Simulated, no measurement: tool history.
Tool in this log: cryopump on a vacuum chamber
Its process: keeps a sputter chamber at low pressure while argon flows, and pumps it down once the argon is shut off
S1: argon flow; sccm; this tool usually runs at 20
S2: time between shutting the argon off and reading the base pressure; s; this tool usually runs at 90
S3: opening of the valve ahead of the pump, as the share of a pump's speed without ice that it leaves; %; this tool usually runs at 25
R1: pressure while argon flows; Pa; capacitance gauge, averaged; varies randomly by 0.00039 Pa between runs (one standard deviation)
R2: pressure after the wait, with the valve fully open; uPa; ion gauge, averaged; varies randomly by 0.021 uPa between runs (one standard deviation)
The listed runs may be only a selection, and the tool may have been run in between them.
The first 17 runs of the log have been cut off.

run 18 hour=281.6 | S1=20 S2=90 S3=25 | R1=0.0544 R2=0.7
run 19 hour=295.8 | S1=20 S2=90 S3=25 | R1=0.0551 R2=0.73
run 20 hour=313.2 | S1=20 S2=90 S3=25 | R1=0.0546 R2=0.73
run 21 hour=333.8 | S1=16 S2=90 S3=38 | R1=0.0293 R2=0.72
run 22 hour=354.2 | S1=20 S2=74 S3=25 | R1=0.0551 R2=0.82
run 23 hour=370.7 | S1=11 S2=31 S3=21 | R1=0.0362 R2=1.25
run 24 hour=390.6 | S1=11 S2=31 S3=21 | R1=0.0357 R2=1.28
run 25 hour=404.1 | S1=11 S2=31 S3=21 | R1=0.0361 R2=1.26
run 26 hour=422 | S1=20 S2=90 S3=28 | R1=0.0492 R2=0.8
run 27 hour=434.4 | S1=20 S2=24 S3=17 | R1=0.0808 R2=1.49
run 28 hour=448.1 | S1=10 S2=84 S3=48 | R1=0.0145 R2=0.84
run 29 hour=469.3 | S1=10 S2=84 S3=48 | R1=0.0152 R2=0.79
run 30 hour=492.4 | S1=20 S2=78 S3=16 | R1=0.086 R2=0.79
run 31 hour=507.7 | S1=36 S2=126 S3=35 | R1=0.0721 R2=0.73
run 32 hour=524.7 | S1=20 S2=21 S3=28 | R1=0.0505 R2=1.71
run 33 hour=547.5 | S1=20 S2=168 S3=17 | R1=0.0817 R2=0.71

Alternative continuations, all from the tool just after run 33; predict every row:
run A hour=564.3 | S1=17 S2=138 S3=41 | R1=? R2=?
run B hour=564.3 | S1=20 S2=123 S3=25 | R1=? R2=?
run C hour=564.3 | S1=20 S2=74 S3=25 | R1=? R2=?
run D hour=564.3 | S1=20 S2=95 S3=59 | R1=? R2=?
run E hour=564.3 | S1=10 S2=168 S3=17 | R1=? R2=?

run=A R1=0.0296 R2=0.73
run=B R1=0.0558 R2=0.75
run=C R1=0.0561 R2=0.9
run=D R1=0.0245 R2=0.77
run=E R1=0.0411 R2=0.7
Without the tool's unlogged condition, the same runs would have read:
run=A R1=0.0283 R2=0.3
run=B R1=0.0543 R2=0.33
run=C R1=0.0546 R2=0.47
run=D R1=0.023 R2=0.36
run=E R1=0.0403 R2=0.27
